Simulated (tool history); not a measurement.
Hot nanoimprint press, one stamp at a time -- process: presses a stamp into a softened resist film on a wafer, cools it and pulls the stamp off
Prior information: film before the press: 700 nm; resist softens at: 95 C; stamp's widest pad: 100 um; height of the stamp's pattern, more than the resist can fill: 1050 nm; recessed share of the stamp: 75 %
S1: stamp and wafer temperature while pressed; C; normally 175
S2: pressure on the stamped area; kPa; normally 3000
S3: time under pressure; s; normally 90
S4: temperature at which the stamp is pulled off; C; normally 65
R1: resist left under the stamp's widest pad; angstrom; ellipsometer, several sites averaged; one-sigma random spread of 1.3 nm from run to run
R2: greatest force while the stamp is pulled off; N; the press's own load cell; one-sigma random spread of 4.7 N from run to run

run	day	S1	S2	S3	S4	R1	R2
1	0.000	175	3000	90	65	3831	313
# day 0.442: stamp cleaned and given a new release coat
2	1.479	175	3000	90	65	3828	224
3	2.900	175	3000	90	65	3839	228
4	5.012	175	3000	90	65	3811	240
5	6.521	175	3000	90	62	3817	259
# day 7.971: plate thermocouple calibrated
6	9.262	175	2750	90	62	4077	270
7	11.829	175	2750	90	62	4073	274
8	13.196	175	3000	90	65	3921	274
9	15.133	175	3000	90	65	3912	270
10	17.229	175	3000	90	65	3925	288
11	20.133	175	3000	90	65	3900	283

Forecast run 12:
12	22.962	177	3000	176	64	?	?

R1: 2957 angstrom
R2: 297 N
With no hidden state in the tool, this same run would have given R1 2950 angstrom, R2 233 N.

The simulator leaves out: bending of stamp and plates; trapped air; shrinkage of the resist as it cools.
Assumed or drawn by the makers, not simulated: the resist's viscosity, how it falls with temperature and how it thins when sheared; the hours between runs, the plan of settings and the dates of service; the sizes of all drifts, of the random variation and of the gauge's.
